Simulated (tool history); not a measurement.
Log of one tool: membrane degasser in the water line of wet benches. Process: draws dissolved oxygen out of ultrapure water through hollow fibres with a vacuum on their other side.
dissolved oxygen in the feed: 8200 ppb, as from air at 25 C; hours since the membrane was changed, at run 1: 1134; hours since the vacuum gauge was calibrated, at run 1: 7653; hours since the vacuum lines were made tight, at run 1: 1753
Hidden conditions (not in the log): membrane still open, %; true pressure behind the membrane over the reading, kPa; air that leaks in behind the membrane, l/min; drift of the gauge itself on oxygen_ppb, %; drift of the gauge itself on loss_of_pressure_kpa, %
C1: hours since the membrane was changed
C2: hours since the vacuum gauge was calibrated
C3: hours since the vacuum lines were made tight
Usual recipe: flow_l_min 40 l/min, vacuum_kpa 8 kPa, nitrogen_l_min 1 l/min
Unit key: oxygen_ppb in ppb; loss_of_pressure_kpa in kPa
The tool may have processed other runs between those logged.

{"run": 1, "day": 0.0, "flow_l_min": 40, "vacuum_kpa": 8, "nitrogen_l_min": 1, "C1": 1134, "C2": 7653, "C3": 1753, "oxygen_ppb": 398.8, "loss_of_pressure_kpa": 37.54}
{"run": 2, "day": 2.825, "flow_l_min": 40, "vacuum_kpa": 8, "nitrogen_l_min": 1.96, "C1": 1202, "C2": 7721, "C3": 1820, "oxygen_ppb": 229.5, "loss_of_pressure_kpa": 37.35}
{"run": 3, "day": 5.108, "flow_l_min": 40, "vacuum_kpa": 8, "nitrogen_l_min": 0.61, "C1": 1257, "C2": 7776, "C3": 1875, "oxygen_ppb": 566.9, "loss_of_pressure_kpa": 37.31}
{"run": 4, "day": 7.975, "flow_l_min": 40, "vacuum_kpa": 8, "nitrogen_l_min": 0.61, "C1": 1325, "C2": 7845, "C3": 1944, "oxygen_ppb": 572.6, "loss_of_pressure_kpa": 37.69}
{"run": 5, "day": 10.479, "flow_l_min": 40, "vacuum_kpa": 8, "nitrogen_l_min": 0.61, "C1": 1386, "C2": 7905, "C3": 2004, "oxygen_ppb": 575.1, "loss_of_pressure_kpa": 37.5}
{"run": 6, "day": 12.021, "flow_l_min": 40, "vacuum_kpa": 8, "nitrogen_l_min": 1, "C1": 1422, "C2": 7942, "C3": 2041, "oxygen_ppb": 398.3, "loss_of_pressure_kpa": 37.57}
{"run": 7, "day": 14.646, "flow_l_min": 40, "vacuum_kpa": 8, "nitrogen_l_min": 1, "C1": 1485, "C2": 8005, "C3": 2104, "oxygen_ppb": 399.4, "loss_of_pressure_kpa": 37.62}
{"run": 8, "day": 16.95, "flow_l_min": 40, "vacuum_kpa": 8, "nitrogen_l_min": 1, "C1": 1541, "C2": 8060, "C3": 2159, "oxygen_ppb": 402.2, "loss_of_pressure_kpa": 37.66}
{"run": 9, "day": 18.533, "flow_l_min": 40, "vacuum_kpa": 8, "nitrogen_l_min": 2.53, "C1": 1579, "C2": 8098, "C3": 2197, "oxygen_ppb": 184.4, "loss_of_pressure_kpa": 37.54}
{"run": 10, "day": 20.346, "flow_l_min": 40, "vacuum_kpa": 8, "nitrogen_l_min": 2.53, "C1": 1622, "C2": 8142, "C3": 2241, "oxygen_ppb": 184.9, "loss_of_pressure_kpa": 37.21}
{"run": 11, "day": 21.775, "flow_l_min": 40, "vacuum_kpa": 8, "nitrogen_l_min": 2.53, "C1": 1657, "C2": 8176, "C3": 2275, "oxygen_ppb": 185.5, "loss_of_pressure_kpa": 37.6}
{"run": 12, "day": 23.05, "flow_l_min": 40, "vacuum_kpa": 8, "nitrogen_l_min": 1, "C1": 1687, "C2": 8207, "C3": 2306, "oxygen_ppb": 401.3, "loss_of_pressure_kpa": 37.86}
{"run": 13, "day": 24.779, "flow_l_min": 40, "vacuum_kpa": 8, "nitrogen_l_min": 1.1, "C1": 1729, "C2": 8248, "C3": 2347, "oxygen_ppb": 372.8, "loss_of_pressure_kpa": 38.04}
{"run": 14, "day": 26.65, "flow_l_min": 40, "vacuum_kpa": 8, "nitrogen_l_min": 1.1, "C1": 1774, "C2": 8293, "C3": 2392, "oxygen_ppb": 371.5, "loss_of_pressure_kpa": 37.58}
{"run": 15, "day": 29.221, "flow_l_min": 40, "vacuum_kpa": 8, "nitrogen_l_min": 1.1, "C1": 1835, "C2": 8355, "C3": 2454, "oxygen_ppb": 372.6, "loss_of_pressure_kpa": 37.72}
{"run": 16, "day": 31.85, "flow_l_min": 40, "vacuum_kpa": 5.33, "nitrogen_l_min": 0.76, "C1": 1898, "C2": 8418, "C3": 2517, "oxygen_ppb": 244.9, "loss_of_pressure_kpa": 37.41}
{"run": 17, "day": 34.475, "flow_l_min": 50, "vacuum_kpa": 15.07, "nitrogen_l_min": 0.52, "C1": 1961, "C2": 8481, "C3": 2580, "oxygen_ppb": 1594.5, "loss_of_pressure_kpa": 46.85}
{"run": 18, "day": 37.333, "flow_l_min": 50, "vacuum_kpa": 15.07, "nitrogen_l_min": 0.52, "C1": 2030, "C2": 8549, "C3": 2649, "oxygen_ppb": 1605.1, "loss_of_pressure_kpa": 47.26}
{"run": 19, "day": 38.958, "flow_l_min": 63, "vacuum_kpa": 15.07, "nitrogen_l_min": 2.09, "C1": 2069, "C2": 8588, "C3": 2688, "oxygen_ppb": 723.7, "loss_of_pressure_kpa": 59.69}
{"run": 20, "day": 40.858, "flow_l_min": 63, "vacuum_kpa": 15.07, "nitrogen_l_min": 2.09, "C1": 2115, "C2": 8634, "C3": 2733, "oxygen_ppb": 723.2, "loss_of_pressure_kpa": 59.49}
{"day": 41.888, "done": "vacuum gauge calibrated"}
{"run": 21, "day": 42.979, "flow_l_min": 63, "vacuum_kpa": 10.1, "nitrogen_l_min": 1.17, "C1": 2165, "C2": 26, "C3": 2784, "oxygen_ppb": 658.2, "loss_of_pressure_kpa": 59.16}
{"run": 22, "day": 44.4, "flow_l_min": 37, "vacuum_kpa": 8, "nitrogen_l_min": 0.47, "C1": 2199, "C2": 60, "C3": 2818, "oxygen_ppb": 599.4, "loss_of_pressure_kpa": 34.89}
{"run": 23, "day": 46.546, "flow_l_min": 39, "vacuum_kpa": 11.16, "nitrogen_l_min": 0.42, "C1": 2251, "C2": 112, "C3": 2869, "oxygen_ppb": 1068, "loss_of_pressure_kpa": 36.48}
{"run": 24, "day": 49.129, "flow_l_min": 48, "vacuum_kpa": 5.85, "nitrogen_l_min": 2.07, "C1": 2313, "C2": 174, "C3": 2931, "oxygen_ppb": 136.2, "loss_of_pressure_kpa": 45.12}
{"run": 25, "day": 51.525, "flow_l_min": 48, "vacuum_kpa": 5.85, "nitrogen_l_min": 2.07, "C1": 2370, "C2": 231, "C3": 2989, "oxygen_ppb": 136.5, "loss_of_pressure_kpa": 45.2}
{"run": 26, "day": 52.767, "flow_l_min": 39, "vacuum_kpa": 8, "nitrogen_l_min": 1, "C1": 2400, "C2": 261, "C3": 3019, "oxygen_ppb": 365, "loss_of_pressure_kpa": 36.95}
{"run": 27, "day": 54.788, "flow_l_min": 40, "vacuum_kpa": 7.33, "nitrogen_l_min": 1, "C1": 2448, "C2": 310, "C3": 3067, "oxygen_ppb": 321.5, "loss_of_pressure_kpa": 37.44}

Across each entry between runs, compare the hidden state at the last listed run before it with the hidden state at the first listed run after it:
After run 20, before run 21: vacuum gauge calibrated (day 41.888)
  membrane still open, %: 99.3 -> 99.2; true pressure behind the membrane over the reading, kPa: 0.39 -> -0.01; air that leaks in behind the membrane, l/min: 0.0096 -> 0.0097
  the result without the hidden state subtracted from the measured one, oxygen_ppb: +22 -> -0.9 ppb; loss_of_pressure_kpa: +0.44 -> +0.45 kPa
